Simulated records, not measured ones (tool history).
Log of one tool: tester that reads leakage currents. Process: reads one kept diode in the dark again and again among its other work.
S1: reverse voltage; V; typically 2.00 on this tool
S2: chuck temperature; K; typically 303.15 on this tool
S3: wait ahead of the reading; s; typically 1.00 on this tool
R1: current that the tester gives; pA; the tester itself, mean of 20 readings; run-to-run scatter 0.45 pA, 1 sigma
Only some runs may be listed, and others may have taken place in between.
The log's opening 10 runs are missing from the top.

run	day	S1	S2	S3	R1
11	19.092	2.00	303.15	0.75	151.21
12	21.150	2.00	303.15	1.72	150.48
13	22.721	2.00	303.15	1.72	150.00
14	24.504	2.00	303.15	1.72	149.82
15	26.271	1.50	303.15	1.72	134.54
16	28.542	1.50	303.15	1.72	134.41
17	29.862	2.00	302.15	1.00	136.16
18	31.033	2.00	302.15	1.00	136.65
19	33.517	2.00	302.15	1.00	136.02
20	34.983	14.30	303.15	1.39	321.68
21	37.133	14.30	303.15	1.39	321.75
22	39.125	2.67	303.15	9.38	164.84
23	41.517	1.10	321.15	7.26	523.43
24	42.792	2.00	294.15	1.00	66.63
25	44.988	19.76	317.15	0.57	1137.79
26	47.042	1.05	317.15	0.47	370.46
27	48.196	1.39	305.15	0.47	152.37
28	50.229	1.39	305.15	0.47	151.68
29	51.821	2.00	307.15	8.71	205.82
30	53.179	14.56	327.15	1.00	2161.12
31	55.700	1.67	325.15	0.36	824.50
32	58.183	2.00	303.15	8.95	145.65
33	59.492	2.00	297.15	1.00	85.52
34	61.162	2.00	297.15	1.00	85.91
35	63.496	2.85	301.15	1.00	139.66

Here are 5 independent what-if runs from the current tool condition. What would each one return?
A	65.521	10.22	298.15	1.00	?
B	65.521	3.14	311.15	0.35	?
C	65.521	2.01	303.15	1.17	?
D	65.521	19.34	303.15	1.00	?
E	65.521	6.51	331.15	0.91	?

run	R1
A	183.02
B	339.66
C	144.64
D	361.23
E	2139.57
Take away the tool's hidden state, keep each run's random variation, and the runs would have read:
run	R1
A	175.89
B	353.20
C	149.72
D	347.98
E	2232.34
